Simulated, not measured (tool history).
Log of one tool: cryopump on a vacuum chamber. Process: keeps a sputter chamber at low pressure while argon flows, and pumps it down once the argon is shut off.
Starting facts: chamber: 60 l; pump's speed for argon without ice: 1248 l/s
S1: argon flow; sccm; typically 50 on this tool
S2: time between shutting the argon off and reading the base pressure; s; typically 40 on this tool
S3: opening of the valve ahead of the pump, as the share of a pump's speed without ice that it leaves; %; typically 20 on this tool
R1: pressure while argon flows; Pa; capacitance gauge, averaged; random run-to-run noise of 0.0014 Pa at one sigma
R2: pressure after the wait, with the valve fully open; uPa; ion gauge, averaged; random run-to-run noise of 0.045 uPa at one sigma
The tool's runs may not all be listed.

| run | day | S1 | S2 | S3 | R1 | R2 |
|---|---|---|---|---|---|---|
| 1 | 0 | 50 | 40 | 20 | 0.3461 | 4.01 |
| 2 | 0.6 | 50 | 40 | 20 | 0.3447 | 3.96 |
| 3 | 1.042 | 91 | 40 | 20 | 0.6262 | 3.92 |
| 4 | 1.75 | 91 | 40 | 20 | 0.6229 | 4.15 |
| 5 | 2.508 | 91 | 40 | 19 | 0.6553 | 4 |
| 6 | 3.425 | 91 | 40 | 19 | 0.6555 | 4.09 |
| 7 | 4.292 | 50 | 40 | 20 | 0.3466 | 4.15 |
| 8 | 5.158 | 50 | 52 | 20 | 0.3442 | 3.59 |
| 9 | 6.15 | 50 | 52 | 20 | 0.3465 | 3.63 |
| 10 | 6.921 | 50 | 52 | 20 | 0.3452 | 3.59 |
|  | 7.696 | leaking fittings of the chamber tightened, without venting |
| 11 | 8 | 50 | 52 | 20 | 0.3485 | 2.14 |
| 12 | 8.917 | 21 | 52 | 20 | 0.1457 | 2.2 |
| 13 | 9.8 | 50 | 23 | 20 | 0.3487 | 4.72 |
| 14 | 10.671 | 50 | 29 | 20 | 0.3471 | 3.75 |
| 15 | 11.129 | 50 | 29 | 20 | 0.346 | 3.72 |
| 16 | 11.767 | 50 | 40 | 20 | 0.3462 | 2.86 |
| 17 | 12.438 | 50 | 40 | 20 | 0.3495 | 2.89 |
| 18 | 12.929 | 52 | 39 | 42 | 0.18 | 2.86 |
| 19 | 13.504 | 52 | 39 | 42 | 0.1768 | 2.97 |
| 20 | 14.4 | 58 | 40 | 20 | 0.4032 | 2.92 |
| 21 | 15.342 | 32 | 185 | 54 | 0.0859 | 1 |
| 22 | 16.171 | 32 | 185 | 54 | 0.0872 | 1 |
| 23 | 16.842 | 41 | 74 | 59 | 0.1033 | 1.75 |
| 24 | 17.862 | 89 | 205 | 20 | 0.6191 | 0.96 |
| 25 | 18.371 | 27 | 30 | 20 | 0.1887 | 3.78 |
| 26 | 18.825 | 62 | 99 | 20 | 0.4327 | 1.47 |
| 27 | 19.338 | 62 | 99 | 20 | 0.4334 | 1.48 |
| 28 | 20.196 | 60 | 109 | 43 | 0.2041 | 1.39 |
| 29 | 20.679 | 87 | 27 | 20 | 0.6064 | 4.29 |
| 30 | 21.104 | 87 | 27 | 20 | 0.6112 | 4.2 |
| 31 | 21.871 | 87 | 27 | 20 | 0.6109 | 4.24 |
| 32 | 22.821 | 50 | 35 | 23 | 0.3056 | 3.4 |
| 33 | 23.421 | 50 | 35 | 23 | 0.3067 | 3.39 |
| 34 | 24.217 | 50 | 225 | 49 | 0.1503 | 1.08 |

3 options for the next run, each taken on its own from the tool as it stands now. Forecast them:
| A | 25.108 | 48 | 225 | 49 | ? | ? |
| B | 25.108 | 22 | 40 | 24 | ? | ? |
| C | 25.108 | 48 | 196 | 42 | ? | ? |

| run | R1 | R2 |
|---|---|---|
| A | 0.1462 | 1.03 |
| B | 0.1304 | 3.02 |
| C | 0.1675 | 1.12 |
The same runs, with their run-to-run variation unchanged, on a tool lacking any hidden condition would have given:
| run | R1 | R2 |
|---|---|---|
| A | 0.1332 | 0.66 |
| B | 0.1245 | 2.66 |
| C | 0.1545 | 0.75 |

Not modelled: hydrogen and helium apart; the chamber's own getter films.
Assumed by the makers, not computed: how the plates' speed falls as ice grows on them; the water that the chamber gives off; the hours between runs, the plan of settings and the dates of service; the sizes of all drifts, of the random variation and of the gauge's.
